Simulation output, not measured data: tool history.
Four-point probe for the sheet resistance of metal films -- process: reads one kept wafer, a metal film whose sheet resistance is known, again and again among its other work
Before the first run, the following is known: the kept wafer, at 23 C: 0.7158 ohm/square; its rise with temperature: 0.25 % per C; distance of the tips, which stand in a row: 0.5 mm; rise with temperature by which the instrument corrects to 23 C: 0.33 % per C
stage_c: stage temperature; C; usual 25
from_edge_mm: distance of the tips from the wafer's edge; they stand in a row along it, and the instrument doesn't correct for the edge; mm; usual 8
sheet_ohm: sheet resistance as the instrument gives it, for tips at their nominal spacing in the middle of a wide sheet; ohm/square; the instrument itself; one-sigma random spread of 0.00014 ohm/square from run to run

run,hour,stage_c,from_edge_mm,sheet_ohm
1,0,25,8,0.714022
2,20.9,25,8,0.713805
3,43.9,25,8,0.713805
4,69.5,25,8,0.713732
5,92.6,25,8,0.713834
6,116.2,22,8,0.715708
7,134.3,25,8,0.713842
8,149.8,25,8,0.713451
9,165.1,25,8,0.713606
10,186.8,25,8,0.713734
11,204,25,8,0.713424
12,221.2,25,8,0.713464
13,239.2,25,8,0.713659
14,254.1,19,8,0.716995
15,277.6,25,8,0.713317
16,296.3,26,8,0.71286
17,319.9,26,8,0.712712
18,340.6,26,8,0.71263
19,355.3,25,8,0.713048
20,366.6,25,8,0.713212
21,385.2,25,8,0.713423
22,406.8,25,8,0.71298
23,420.7,25,8,0.712976
24,438.9,31,52,0.70829
25,463.3,31,52,0.708057
26,475,31,52,0.708146
27,500.3,22,52,0.713102
28,512.5,31,61,0.708035
29,526.6,33,31,0.707313
30,538.3,33,16,0.707053
31,563.7,19,29,0.714786
32,585.7,24,38,0.711995
33,608.4,28,15,0.70995
34,627.2,31,7,0.709704
35,643.9,31,7,0.709868
36,663.6,34,21,0.706184
37,680.7,34,21,0.706483
38,704,28,21,0.709498
39,724.2,19,3,0.725162
40,737,19,16,0.714805
41,757.4,19,11,0.715075
42,774.6,21,4,0.719097
43,789.8,21,4,0.719449
44,804.3,20,21,0.713951

Here are 3 independent what-if runs from the current tool condition. What would each one return?
A,823.7,25,28,?
B,823.7,20,7,?
C,823.7,18,18,?

run,sheet_ohm
A,0.711028
B,0.715889
C,0.715249
Without the tool's hidden state the same runs would have given:
run,sheet_ohm
A,0.71484
B,0.71973
C,0.719088
